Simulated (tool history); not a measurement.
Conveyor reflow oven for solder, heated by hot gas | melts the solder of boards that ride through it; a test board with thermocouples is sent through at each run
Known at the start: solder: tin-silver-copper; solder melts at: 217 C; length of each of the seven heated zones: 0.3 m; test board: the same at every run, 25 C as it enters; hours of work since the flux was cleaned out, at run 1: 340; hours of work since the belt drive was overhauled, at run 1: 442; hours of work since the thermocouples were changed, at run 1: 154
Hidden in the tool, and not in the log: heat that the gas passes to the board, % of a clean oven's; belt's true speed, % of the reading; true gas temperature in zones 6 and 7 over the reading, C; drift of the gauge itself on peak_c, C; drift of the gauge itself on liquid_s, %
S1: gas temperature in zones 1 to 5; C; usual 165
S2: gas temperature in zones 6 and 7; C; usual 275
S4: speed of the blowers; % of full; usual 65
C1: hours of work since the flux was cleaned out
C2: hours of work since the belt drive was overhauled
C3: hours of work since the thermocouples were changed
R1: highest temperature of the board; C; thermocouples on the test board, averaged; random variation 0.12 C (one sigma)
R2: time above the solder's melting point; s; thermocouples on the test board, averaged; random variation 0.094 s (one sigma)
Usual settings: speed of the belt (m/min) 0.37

{"run": 1, "hour": 0.0, "S1": 165, "S2": 275, "speed of the belt (m/min)": 0.37, "S4": 65, "C1": 340, "C2": 442, "C3": 154, "R1": 259.9, "R2": 76.85}
{"hour": 8.2, "done": "flux residue cleaned out of gas plates and filters"}
{"run": 2, "hour": 14.0, "S1": 165, "S2": 275, "speed of the belt (m/min)": 0.37, "S4": 65, "C1": 3, "C2": 446, "C3": 159, "R1": 260.9, "R2": 78.06}
{"run": 3, "hour": 28.9, "S1": 165, "S2": 275, "speed of the belt (m/min)": 0.37, "S4": 65, "C1": 10, "C2": 454, "C3": 166, "R1": 260.6, "R2": 78.19}
{"run": 4, "hour": 39.2, "S1": 165, "S2": 275, "speed of the belt (m/min)": 0.37, "S4": 51, "C1": 15, "C2": 459, "C3": 171, "R1": 257.9, "R2": 75.18}
{"run": 5, "hour": 45.8, "S1": 165, "S2": 275, "speed of the belt (m/min)": 0.37, "S4": 77, "C1": 18, "C2": 462, "C3": 174, "R1": 262.4, "R2": 79.86}
{"run": 6, "hour": 52.9, "S1": 165, "S2": 275, "speed of the belt (m/min)": 0.37, "S4": 77, "C1": 21, "C2": 465, "C3": 177, "R1": 262.4, "R2": 79.8}
{"run": 7, "hour": 64.8, "S1": 165, "S2": 275, "speed of the belt (m/min)": 0.37, "S4": 59, "C1": 27, "C2": 471, "C3": 183, "R1": 259.6, "R2": 77.13}
{"run": 8, "hour": 78.8, "S1": 165, "S2": 275, "speed of the belt (m/min)": 0.37, "S4": 86, "C1": 34, "C2": 477, "C3": 190, "R1": 263.7, "R2": 80.93}
{"run": 9, "hour": 93.4, "S1": 165, "S2": 275, "speed of the belt (m/min)": 0.37, "S4": 86, "C1": 41, "C2": 484, "C3": 197, "R1": 263.5, "R2": 80.89}
{"run": 10, "hour": 106.3, "S1": 165, "S2": 266, "speed of the belt (m/min)": 0.37, "S4": 65, "C1": 47, "C2": 491, "C3": 203, "R1": 252.5, "R2": 71.56}
{"run": 11, "hour": 121.1, "S1": 165, "S2": 266, "speed of the belt (m/min)": 0.37, "S4": 64, "C1": 54, "C2": 498, "C3": 210, "R1": 252.2, "R2": 71.55}
{"run": 12, "hour": 132.0, "S1": 165, "S2": 275, "speed of the belt (m/min)": 0.37, "S4": 65, "C1": 59, "C2": 503, "C3": 215, "R1": 260.7, "R2": 78.21}
{"run": 13, "hour": 141.3, "S1": 165, "S2": 275, "speed of the belt (m/min)": 0.37, "S4": 65, "C1": 64, "C2": 507, "C3": 220, "R1": 260.5, "R2": 77.94}
{"run": 14, "hour": 148.8, "S1": 165, "S2": 275, "speed of the belt (m/min)": 0.37, "S4": 65, "C1": 67, "C2": 511, "C3": 223, "R1": 260.8, "R2": 78.29}
{"run": 15, "hour": 158.7, "S1": 165, "S2": 275, "speed of the belt (m/min)": 0.37, "S4": 65, "C1": 72, "C2": 516, "C3": 228, "R1": 260.4, "R2": 78.11}
{"run": 16, "hour": 170.9, "S1": 165, "S2": 275, "speed of the belt (m/min)": 0.37, "S4": 65, "C1": 78, "C2": 522, "C3": 234, "R1": 260.5, "R2": 78.13}
{"run": 17, "hour": 182.2, "S1": 156, "S2": 275, "speed of the belt (m/min)": 0.307, "S4": 65, "C1": 83, "C2": 527, "C3": 239, "R1": 264.7, "R2": 96.11}
{"run": 18, "hour": 189.8, "S1": 176, "S2": 274, "speed of the belt (m/min)": 0.359, "S4": 90, "C1": 87, "C2": 531, "C3": 243, "R1": 264.5, "R2": 88.71}
{"run": 19, "hour": 203.3, "S1": 178, "S2": 275, "speed of the belt (m/min)": 0.371, "S4": 65, "C1": 93, "C2": 537, "C3": 249, "R1": 262.2, "R2": 84.4}
{"run": 20, "hour": 212.1, "S1": 178, "S2": 275, "speed of the belt (m/min)": 0.371, "S4": 65, "C1": 98, "C2": 541, "C3": 253, "R1": 262, "R2": 84.49}
{"run": 21, "hour": 224.9, "S1": 165, "S2": 281, "speed of the belt (m/min)": 0.37, "S4": 74, "C1": 104, "C2": 547, "C3": 260, "R1": 267.4, "R2": 83.12}
{"run": 22, "hour": 231.2, "S1": 165, "S2": 281, "speed of the belt (m/min)": 0.37, "S4": 74, "C1": 107, "C2": 550, "C3": 263, "R1": 267.5, "R2": 82.78}
{"run": 23, "hour": 242.4, "S1": 165, "S2": 281, "speed of the belt (m/min)": 0.37, "S4": 74, "C1": 112, "C2": 556, "C3": 268, "R1": 267.4, "R2": 82.8}
{"run": 24, "hour": 253.4, "S1": 165, "S2": 284, "speed of the belt (m/min)": 0.369, "S4": 61, "C1": 117, "C2": 561, "C3": 273, "R1": 268.1, "R2": 83.38}
{"run": 25, "hour": 259.6, "S1": 159, "S2": 271, "speed of the belt (m/min)": 0.373, "S4": 62, "C1": 120, "C2": 564, "C3": 276, "R1": 255.1, "R2": 70.82}
{"run": 26, "hour": 268.9, "S1": 165, "S2": 275, "speed of the belt (m/min)": 0.37, "S4": 54, "C1": 125, "C2": 569, "C3": 281, "R1": 258.1, "R2": 75.92}
{"run": 27, "hour": 279.0, "S1": 163, "S2": 275, "speed of the belt (m/min)": 0.37, "S4": 55, "C1": 130, "C2": 573, "C3": 286, "R1": 258.1, "R2": 75.18}
{"run": 28, "hour": 287.4, "S1": 162, "S2": 289, "speed of the belt (m/min)": 0.312, "S4": 75, "C1": 134, "C2": 577, "C3": 290, "R1": 279.4, "R2": 105.67}
{"run": 29, "hour": 301.5, "S1": 162, "S2": 289, "speed of the belt (m/min)": 0.312, "S4": 75, "C1": 140, "C2": 584, "C3": 296, "R1": 279.2, "R2": 105.88}
{"run": 30, "hour": 311.8, "S1": 176, "S2": 270, "speed of the belt (m/min)": 0.312, "S4": 75, "C1": 145, "C2": 589, "C3": 301, "R1": 262, "R2": 101.44}
{"run": 31, "hour": 320.2, "S1": 176, "S2": 270, "speed of the belt (m/min)": 0.312, "S4": 75, "C1": 149, "C2": 593, "C3": 305, "R1": 262.1, "R2": 101.43}

Measured less the same run without the tool's hidden state. The same run-to-run variation is in both; the gauge's scatter may not be:
run=1 R1=-1.3 R2=-0.16
run=2 R1=-0.3 R2=+0.94
run=3 R1=-0.2 R2=+0.93
run=4 R1=-0.2 R2=+0.93
run=5 R1=-0.4 R2=+0.92
run=6 R1=-0.4 R2=+0.91
run=7 R1=-0.3 R2=+0.9
run=8 R1=-0.4 R2=+0.91
run=9 R1=-0.5 R2=+0.9
run=10 R1=-0.5 R2=+0.73
run=11 R1=-0.4 R2=+0.73
run=12 R1=-0.5 R2=+0.87
run=13 R1=-0.5 R2=+0.86
run=14 R1=-0.5 R2=+0.86
run=15 R1=-0.5 R2=+0.85
run=16 R1=-0.5 R2=+0.84
run=17 R1=-0.7 R2=+1.09
run=18 R1=-0.7 R2=+1.01
run=19 R1=-0.6 R2=+0.96
run=20 R1=-0.6 R2=+0.96
run=21 R1=-0.7 R2=+0.93
run=22 R1=-0.7 R2=+0.93
run=23 R1=-0.7 R2=+0.93
run=24 R1=-0.7 R2=+0.96
run=25 R1=-0.7 R2=+0.61
run=26 R1=-0.7 R2=+0.78
run=27 R1=-0.7 R2=+0.75
run=28 R1=-0.8 R2=+1.36
run=29 R1=-0.9 R2=+1.36
run=30 R1=-0.9 R2=+1.16
run=31 R1=-0.9 R2=+1.16
